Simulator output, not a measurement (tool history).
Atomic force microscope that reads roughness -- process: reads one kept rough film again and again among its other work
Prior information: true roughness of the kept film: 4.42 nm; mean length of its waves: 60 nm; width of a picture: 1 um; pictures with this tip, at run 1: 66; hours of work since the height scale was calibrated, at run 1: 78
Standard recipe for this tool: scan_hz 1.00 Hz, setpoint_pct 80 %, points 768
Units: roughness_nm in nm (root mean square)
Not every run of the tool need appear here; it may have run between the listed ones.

run	day	scan_hz	setpoint_pct	points	pictures with this tip	hours of work since the height scale was calibrated	roughness_nm
1	0.000	1.00	80	768	66	78	3.707
# day 0.067: new tip fitted
2	0.542	1.00	80	768	12	87	3.871
3	0.900	1.00	80	768	21	92	3.873
4	1.379	1.00	80	768	33	100	3.812
5	1.746	1.00	80	768	43	105	3.769
6	2.262	1.00	83	267	56	114	3.683
# day 2.708: new tip fitted
7	2.708	3.61	70	615	0	120	3.620
8	3.088	3.61	79	509	9	126	3.259
9	3.329	1.62	80	268	16	130	3.681
10	3.658	1.62	80	330	24	135	3.675

Forecast each of these 5 alternatives for the next run:
A	4.029	2.73	57	330	33	141	?
B	4.029	0.54	64	768	33	141	?
C	4.029	1.37	80	665	33	141	?
D	4.029	1.26	59	330	33	141	?
E	4.029	1.37	72	791	33	141	?

run	roughness_nm
A	3.893
B	4.047
C	3.689
D	4.006
E	3.825
With the hidden condition removed and each run's random variation left untouched, the same runs would have given:
run	roughness_nm
A	4.030
B	4.190
C	3.819
D	4.148
E	3.960
